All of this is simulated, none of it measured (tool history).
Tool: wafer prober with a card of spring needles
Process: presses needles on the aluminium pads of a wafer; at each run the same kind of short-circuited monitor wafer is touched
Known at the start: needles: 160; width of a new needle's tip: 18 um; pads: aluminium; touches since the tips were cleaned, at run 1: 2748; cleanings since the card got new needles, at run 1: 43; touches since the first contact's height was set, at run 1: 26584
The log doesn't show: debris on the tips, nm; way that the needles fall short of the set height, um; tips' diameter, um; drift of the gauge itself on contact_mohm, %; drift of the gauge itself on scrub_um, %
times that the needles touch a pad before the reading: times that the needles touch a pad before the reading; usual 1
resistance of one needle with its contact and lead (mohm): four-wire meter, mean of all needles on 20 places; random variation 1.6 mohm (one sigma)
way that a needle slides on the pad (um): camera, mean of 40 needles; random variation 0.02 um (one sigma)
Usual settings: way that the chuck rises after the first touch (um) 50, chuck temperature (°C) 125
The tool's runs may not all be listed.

run   hour  way that the chuck rises after the first touch (um)  chuck temperature (°C)  times that the needles touch a pad before the reading  touches since the tips were cleaned  cleanings since the card got new needles  touches since the first contact's height was set  resistance of one needle with its contact and lead (mohm)  way that a needle slides on the pad (um)
  1      0                                                   50                     125                                                      1                                 2748                                        43                                             26584                                                        307                                      12.3
       3.8  -- tips cleaned on abrasive film
      15.3  -- tips cleaned on abrasive film
  2   15.3                                                   50                     125                                                      1                                    0                                        45                                             31674                                                        292                                     12.24
        28  -- tips cleaned on abrasive film
  3   29.6                                                   50                      32                                                      1                                  552                                        46                                             36442                                                        265                                     12.26
  4   38.3                                                   50                     125                                                      1                                 3475                                        46                                             39365                                                        311                                     12.25
      39.8  -- tips cleaned on abrasive film
  5   47.7                                                   50                     125                                                      2                                 2645                                        47                                             42491                                                        300                                     12.22
      51.6  -- tips cleaned on abrasive film
  6   58.5                                                   50                     125                                                      2                                 2333                                        48                                             46085                                                        298                                      12.2
      63.2  -- tips cleaned on abrasive film
  7     69                                                   50                      39                                                      1                                 1962                                        49                                             49593                                                        281                                     12.19
      74.9  -- tips cleaned on abrasive film
        82  -- tips cleaned on abrasive film, once more
  8   85.8                                                   50                      39                                                      1                                 1259                                        51                                             55164                                                        279                                     12.23
      94.7  -- tips cleaned on abrasive film
  9  101.3                                                   51                      39                                                      1                                 2196                                        52                                             60331                                                        281                                     12.42
     106.3  -- tips cleaned on abrasive film
 10  114.1                                                   50                     125                                                      1                                 2625                                        53                                             64613                                                        308                                     12.16
     118.1  -- tips cleaned on abrasive film
 11  125.4                                                   67                     125                                                      1                                 2471                                        54                                             68385                                                        297                                     16.36
     130.2  -- tips cleaned on abrasive film
 12  139.3                                                   50                     125                                                      1                                 3053                                        55                                             73015                                                        308                                     12.15
     142.7  -- tips cleaned on abrasive film
 13  147.8                                                   50                     125                                                      1                                 1730                                        56                                             75852                                                        303                                     12.17
     155.4  -- tips cleaned on abrasive film
 14  165.3                                                   50                     125                                                      1                                 3326                                        57                                             81714                                                        310                                     12.08
     167.2  -- tips cleaned on abrasive film
 15  177.8                                                   50                     125                                                      1                                 3536                                        58                                             85858                                                        309                                     12.12
     179.2  -- tips cleaned on abrasive film
 16  186.4                                                   50                      47                                                      1                                 2423                                        59                                             88733                                                        286                                     12.11
     191.7  -- tips cleaned on abrasive film
 17  195.2                                                   68                     115                                                      2                                 1201                                        60                                             91665                                                        286                                     16.55
     204.3  -- tips cleaned on abrasive film
 18  210.5                                                   50                      28                                                      1                                 2104                                        61                                             96774                                                        278                                     12.07
       217  -- tips cleaned on abrasive film
 19  223.8                                                   50                      51                                                      2                                 2278                                        62                                            101196                                                        279                                     12.04
     229.5  -- tips cleaned on abrasive film
 20  240.2                                                   63                      51                                                      1                                 3585                                        63                                            106678                                                        283                                     15.29
     241.2  -- tips cleaned on abrasive film
     253.6  -- tips cleaned on abrasive film
 21  253.7                                                   41                      66                                                      2                                   36                                        65                                            111169                                                        278                                      9.85
     265.3  -- tips cleaned on abrasive film
 22  266.3                                                   41                      66                                                      2                                  332                                        66                                            115369                                                        279                                      9.77
     277.8  -- tips cleaned on abrasive film
 23  282.3                                                   41                      66                                                      2                                 1522                                        67                                            120718                                                        290                                       9.8
     290.2  -- tips cleaned on abrasive film
 24    292                                                   41                      86                                                      1                                  626                                        68                                            123945                                                        295                                      9.77
     302.1  -- tips cleaned on abrasive film
 25  304.7                                                   61                     125                                                      1                                  866                                        69                                            128172                                                        292                                     14.71
     313.8  -- tips cleaned on abrasive film
 26  315.3                                                   41                      63                                                      1                                  497                                        70                                            131704                                                        285                                      9.74
     325.6  -- tips cleaned on abrasive film
 27  326.1                                                   41                      63                                                      1                                  178                                        71                                            135302                                                        283                                      9.73
     337.7  -- tips cleaned on abrasive film
 28  341.2                                                   41                      63                                                      1                                 1206                                        72                                            140365                                                        294                                      9.69
     349.7  -- tips cleaned on abrasive film
 29  351.7                                                   37                     125                                                      1                                  669                                        73                                            143853                                                        309                                      8.71
 30  360.7                                                   37                     125                                                      1                                 3698                                        73                                            146882                                                        337                                      8.72
     362.2  -- tips cleaned on abrasive film
 31    371                                                   63                      77                                                      1                                 2958                                        74                                            150310                                                        288                                      15.1

Hidden state at the last listed run before each entry between runs and at the first one after, where it differs:
Between runs 1 and 2: tips cleaned on abrasive film (hour 3.8); tips cleaned on abrasive film (hour 15.3)
  debris on the tips, nm: 73.9 -> 8.6; way that the needles fall short of the set height, um: 0.31 -> 0.46; tips' diameter, um: 18.72 -> 18.82
  measured less the result without the state, resistance of one needle with its contact and lead (mohm): +18 -> +3; way that a needle slides on the pad (um): -0.08 -> -0.12
Between runs 2 and 3: tips cleaned on abrasive film (hour 28)
  debris on the tips, nm: 8.6 -> 23.7; way that the needles fall short of the set height, um: 0.46 -> 0.52; tips' diameter, um: 18.82 -> 18.85
  measured less the result without the state, resistance of one needle with its contact and lead (mohm): +3 -> +7; way that a needle slides on the pad (um): -0.12 -> -0.13
Between runs 4 and 5: tips cleaned on abrasive film (hour 39.8)
  debris on the tips, nm: 86.3 -> 76.5; way that the needles fall short of the set height, um: 0.52 -> 0.56; tips' diameter, um: 18.85 -> 18.86
  measured less the result without the state, resistance of one needle with its contact and lead (mohm): +22 -> +12; way that a needle slides on the pad (um): -0.13 -> -0.14
Between runs 5 and 6: tips cleaned on abrasive film (hour 51.6)
  debris on the tips, nm: 76.5 -> 65.1; way that the needles fall short of the set height, um: 0.56 -> 0.61; tips' diameter, um: 18.86 -> 18.87
  measured less the result without the state, resistance of one needle with its contact and lead (mohm): +12 -> +10; way that a needle slides on the pad (um): -0.14 -> -0.15
Between runs 6 and 7: tips cleaned on abrasive film (hour 63.2)
  debris on the tips, nm: 65.1 -> 60.2; way that the needles fall short of the set height, um: 0.61 -> 0.65; tips' diameter, um: 18.87 -> 18.89
  measured less the result without the state, resistance of one needle with its contact and lead (mohm): +10 -> +18; way that a needle slides on the pad (um): -0.15 -> -0.17
Between runs 7 and 8: tips cleaned on abrasive film (hour 74.9); tips cleaned on abrasive film, once more (hour 82)
  debris on the tips, nm: 60.2 -> 43; way that the needles fall short of the set height, um: 0.65 -> 0.74; tips' diameter, um: 18.89 -> 18.92
  measured less the result without the state, resistance of one needle with its contact and lead (mohm): +18 -> +13; way that a needle slides on the pad (um): -0.17 -> -0.18
Between runs 8 and 9: tips cleaned on abrasive film (hour 94.7)
  debris on the tips, nm: 43 -> 67; way that the needles fall short of the set height, um: 0.74 -> 0.78; tips' diameter, um: 18.92 -> 18.93
  measured less the result without the state, resistance of one needle with its contact and lead (mohm): +13 -> +19; way that a needle slides on the pad (um): -0.18 -> -0.2
Between runs 9 and 10: tips cleaned on abrasive film (hour 106.3)
  debris on the tips, nm: 67 -> 72.1; way that the needles fall short of the set height, um: 0.78 -> 0.83; tips' diameter, um: 18.93 -> 18.95
  measured less the result without the state, resistance of one needle with its contact and lead (mohm): +19 -> +19; way that a needle slides on the pad (um): -0.2 -> -0.21
Between runs 10 and 11: tips cleaned on abrasive film (hour 118.1)
  debris on the tips, nm: 72.1 -> 72.3; way that the needles fall short of the set height, um: 0.83 -> 0.88; tips' diameter, um: 18.95 -> 18.97
  measured less the result without the state, resistance of one needle with its contact and lead (mohm): +19 -> +12; way that a needle slides on the pad (um): -0.21 -> -0.22
Between runs 11 and 12: tips cleaned on abrasive film (hour 130.2)
  debris on the tips, nm: 72.3 -> 84; way that the needles fall short of the set height, um: 0.88 -> 0.92; tips' diameter, um: 18.97 -> 18.99
  measured less the result without the state, resistance of one needle with its contact and lead (mohm): +12 -> +22; way that a needle slides on the pad (um): -0.22 -> -0.23
Between runs 12 and 13: tips cleaned on abrasive film (hour 142.7)
  debris on the tips, nm: 84 -> 50.1; way that the needles fall short of the set height, um: 0.92 -> 0.97; tips' diameter, um: 18.99 -> 19
  measured less the result without the state, resistance of one needle with its contact and lead (mohm): +22 -> +14; way that a needle slides on the pad (um): -0.23 -> -0.23
Between runs 13 and 14: tips cleaned on abrasive film (hour 155.4)
  debris on the tips, nm: 50.1 -> 90; way that the needles fall short of the set height, um: 0.97 -> 1.03; tips' diameter, um: 19 -> 19.02
  measured less the result without the state, resistance of one needle with its contact and lead (mohm): +14 -> +23; way that a needle slides on the pad (um): -0.23 -> -0.25
Between runs 14 and 15: tips cleaned on abrasive film (hour 167.2)
  debris on the tips, nm: 90 -> 89.8; way that the needles fall short of the set height, um: 1.03 -> 1.06; tips' diameter, um: 19.02 -> 19.03
  measured less the result without the state, resistance of one needle with its contact and lead (mohm): +23 -> +23; way that a needle slides on the pad (um): -0.25 -> -0.26
Between runs 15 and 16: tips cleaned on abrasive film (hour 179.2)
  debris on the tips, nm: 89.8 -> 70; way that the needles fall short of the set height, um: 1.06 -> 1.1; tips' diameter, um: 19.03 -> 19.05
  measured less the result without the state, resistance of one needle with its contact and lead (mohm): +23 -> +21; way that a needle slides on the pad (um): -0.26 -> -0.27
Between runs 16 and 17: tips cleaned on abrasive film (hour 191.7)
  debris on the tips, nm: 70 -> 47.1; way that the needles fall short of the set height, um: 1.1 -> 1.15; tips' diameter, um: 19.05 -> 19.07
  measured less the result without the state, resistance of one needle with its contact and lead (mohm): +21 -> +5; way that a needle slides on the pad (um): -0.27 -> -0.28
Between runs 17 and 18: tips cleaned on abrasive film (hour 204.3)
  debris on the tips, nm: 47.1 -> 63.3; way that the needles fall short of the set height, um: 1.15 -> 1.21; tips' diameter, um: 19.07 -> 19.09
  measured less the result without the state, resistance of one needle with its contact and lead (mohm): +5 -> +20; way that a needle slides on the pad (um): -0.28 -> -0.3
Between runs 18 and 19: tips cleaned on abrasive film (hour 217)
  debris on the tips, nm: 63.3 -> 67.1; way that the needles fall short of the set height, um: 1.21 -> 1.26; tips' diameter, um: 19.09 -> 19.1
  measured less the result without the state, resistance of one needle with its contact and lead (mohm): +20 -> +12; way that a needle slides on the pad (um): -0.3 -> -0.31
Between runs 19 and 20: tips cleaned on abrasive film (hour 229.5)
  debris on the tips, nm: 67.1 -> 95.2; way that the needles fall short of the set height, um: 1.26 -> 1.31; tips' diameter, um: 19.1 -> 19.12
  measured less the result without the state, resistance of one needle with its contact and lead (mohm): +12 -> +20; way that a needle slides on the pad (um): -0.31 -> -0.33
Between runs 20 and 21: tips cleaned on abrasive film (hour 241.2); tips cleaned on abrasive film (hour 253.6)
  debris on the tips, nm: 95.2 -> 10.6; way that the needles fall short of the set height, um: 1.31 -> 1.42; tips' diameter, um: 19.12 -> 19.16
  measured less the result without the state, resistance of one needle with its contact and lead (mohm): +20 -> +4; way that a needle slides on the pad (um): -0.33 -> -0.35
Between runs 21 and 22: tips cleaned on abrasive film (hour 265.3)
  debris on the tips, nm: 10.6 -> 18; way that the needles fall short of the set height, um: 1.42 -> 1.46; tips' diameter, um: 19.16 -> 19.17
  measured less the result without the state, resistance of one needle with its contact and lead (mohm): +4 -> +6; way that a needle slides on the pad (um): -0.35 -> -0.36
Between runs 22 and 23: tips cleaned on abrasive film (hour 277.8)
  debris on the tips, nm: 18 -> 48.3; way that the needles fall short of the set height, um: 1.46 -> 1.52; tips' diameter, um: 19.17 -> 19.19
  measured less the result without the state, resistance of one needle with its contact and lead (mohm): +6 -> +14; way that a needle slides on the pad (um): -0.36 -> -0.38
Between runs 23 and 24: tips cleaned on abrasive film (hour 290.2)
  debris on the tips, nm: 48.3 -> 30.3; way that the needles fall short of the set height, um: 1.52 -> 1.56; tips' diameter, um: 19.19 -> 19.21
  measured less the result without the state, resistance of one needle with its contact and lead (mohm): +14 -> +13; way that a needle slides on the pad (um): -0.38 -> -0.39
Between runs 24 and 25: tips cleaned on abrasive film (hour 302.1)
  debris on the tips, nm: 30.3 -> 37.9; way that the needles fall short of the set height, um: 1.56 -> 1.61; tips' diameter, um: 19.21 -> 19.23
  measured less the result without the state, resistance of one needle with its contact and lead (mohm): +13 -> +8; way that a needle slides on the pad (um): -0.39 -> -0.4
Between runs 25 and 26: tips cleaned on abrasive film (hour 313.8)
  debris on the tips, nm: 37.9 -> 24.4; way that the needles fall short of the set height, um: 1.61 -> 1.67; tips' diameter, um: 19.23 -> 19.25
  measured less the result without the state, resistance of one needle with its contact and lead (mohm): +8 -> +12; way that a needle slides on the pad (um): -0.4 -> -0.41
Between runs 26 and 27: tips cleaned on abrasive film (hour 325.6)
  debris on the tips, nm: 24.4 -> 16.3; way that the needles fall short of the set height, um: 1.67 -> 1.72; tips' diameter, um: 19.25 -> 19.26
  measured less the result without the state, resistance of one needle with its contact and lead (mohm): +12 -> +9; way that a needle slides on the pad (um): -0.41 -> -0.43
Between runs 27 and 28: tips cleaned on abrasive film (hour 337.7)
  debris on the tips, nm: 16.3 -> 45.2; way that the needles fall short of the set height, um: 1.72 -> 1.77; tips' diameter, um: 19.26 -> 19.28
  measured less the result without the state, resistance of one needle with its contact and lead (mohm): +9 -> +20; way that a needle slides on the pad (um): -0.43 -> -0.44
Between runs 28 and 29: tips cleaned on abrasive film (hour 349.7)
  debris on the tips, nm: 45.2 -> 29.5; way that the needles fall short of the set height, um: 1.77 -> 1.82; tips' diameter, um: 19.28 -> 19.3
  measured less the result without the state, resistance of one needle with its contact and lead (mohm): +20 -> +16; way that a needle slides on the pad (um): -0.44 -> -0.45
Between runs 30 and 31: tips cleaned on abrasive film (hour 362.2)
  debris on the tips, nm: 90.6 -> 81.3; way that the needles fall short of the set height, um: 1.82 -> 1.86; tips' diameter, um: 19.3 -> 19.31
  measured less the result without the state, resistance of one needle with its contact and lead (mohm): +43 -> +17; way that a needle slides on the pad (um): -0.45 -> -0.46
